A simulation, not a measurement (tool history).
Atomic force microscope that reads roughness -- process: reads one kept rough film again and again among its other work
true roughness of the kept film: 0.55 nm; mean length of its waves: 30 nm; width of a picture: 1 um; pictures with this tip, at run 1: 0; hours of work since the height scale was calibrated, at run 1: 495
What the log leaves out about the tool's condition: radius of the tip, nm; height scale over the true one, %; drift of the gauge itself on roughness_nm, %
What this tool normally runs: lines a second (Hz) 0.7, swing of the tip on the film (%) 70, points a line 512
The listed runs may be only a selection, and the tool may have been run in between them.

run	day	lines a second (Hz)	swing of the tip on the film (%)	points a line	pictures with this tip	hours of work since the height scale was calibrated	roughness of the kept film (nm (root mean square))
1	0	0.7	70	512	0	495	0.525
2	0.912	0.7	75	512	34	505	0.503
# day 1.788: new tip fitted
3	1.812	1.57	75	512	1	515	0.5
4	2.496	0.7	70	512	26	522	0.518
# day 3.479: new tip fitted
5	3.479	0.7	70	512	0	532	0.526
6	4.133	0.7	70	512	24	539	0.519
7	5.004	0.7	70	512	56	549	0.51
# day 5.175: new tip fitted
8	5.888	0.7	70	512	26	558	0.519
9	6.796	0.7	70	512	59	568	0.51
# day 6.908: new tip fitted
10	8.017	0.7	70	512	40	581	0.517
# day 8.646: new tip fitted
11	8.688	0.7	70	512	2	588	0.528
12	9.929	0.7	70	512	47	602	0.509
# day 10.325: new tip fitted
13	10.742	0.7	70	512	15	610	0.518
14	11.783	0.7	89	512	53	622	0.492
# day 12.1: new tip fitted
15	13.058	0.7	65	512	35	635	0.519
# day 13.825: new tip fitted
16	13.846	0.7	65	512	1	643	0.532
17	14.571	0.7	65	512	27	651	0.522
18	15.438	0.7	65	512	59	661	0.508
# day 15.579: new tip fitted
19	16.296	0.7	65	512	26	670	0.524
# day 17.325: new tip fitted
20	17.517	0.604	70	512	7	683	0.525
21	18.558	0.7	70	670	45	694	0.513
# day 19.012: new tip fitted
22	19.729	0.7	70	512	26	707	0.519
23	20.383	0.7	70	512	50	714	0.507
# day 20.788: new tip fitted
24	21.433	0.7	70	512	23	725	0.517
25	22.05	0.7	70	512	46	732	0.504
# day 22.554: new tip fitted
26	23.275	0.806	79	694	27	745	0.507
27	24.125	0.938	79	347	58	754	0.491
# day 24.238: new tip fitted
28	24.962	0.938	79	347	27	763	0.499
# day 26.021: new tip fitted
29	26.288	0.938	79	347	10	777	0.51
30	27	1.322	77	512	36	785	0.494
# day 27.733: new tip fitted
31	27.779	0.84	70	512	2	793	0.527
32	28.521	0.84	70	512	29	801	0.51
# day 29.446: new tip fitted
33	29.558	1.345	70	599	4	812	0.51
34	30.733	3.777	70	452	47	825	0.457
# day 31.175: new tip fitted
35	31.646	1.584	61	701	17	834	0.514
# day 32.862: new tip fitted
36	32.862	1.584	73	374	0	847	0.495
37	34.088	1.584	73	374	45	860	0.484
# day 34.621: new tip fitted
38	34.979	1.584	73	374	13	870	0.499
39	35.954	0.638	82	310	49	880	0.492
# day 36.338: new tip fitted
40	37.304	0.638	82	310	36	895	0.505
# day 38.058: new tip fitted
41	38.296	0.7	63	476	9	905	0.525
42	39.329	1.058	70	512	47	917	0.502
# day 39.75: new tip fitted
43	40.433	1.058	70	512	25	928	0.507
# day 41.462: new tip fitted
44	41.596	0.71	60	763	5	941	0.525
45	42.838	0.71	60	763	50	954	0.521
# day 43.154: new tip fitted
46	43.771	0.546	70	347	22	964	0.522
47	44.679	1.79	70	717	56	974	0.488
# day 44.892: new tip fitted
48	45.458	1.483	64	640	20	982	0.513
49	46.067	1.483	64	640	43	989	0.501
# day 46.633: new tip fitted
50	46.858	0.7	70	808	9	997	0.518

Below are 4 alternative next runs, each starting from the tool's condition after run 50. Predict each:
A	48.192	1.808	70	275	57	1012	?
B	48.192	2.317	70	314	57	1012	?
C	48.192	0.957	87	678	57	1012	?
D	48.192	0.747	70	512	57	1012	?

run	roughness of the kept film (nm (root mean square))
A	0.478
B	0.474
C	0.48
D	0.504
Without the tool's unlogged condition, the same runs would have read:
run	roughness of the kept film (nm (root mean square))
A	0.499
B	0.495
C	0.501
D	0.526
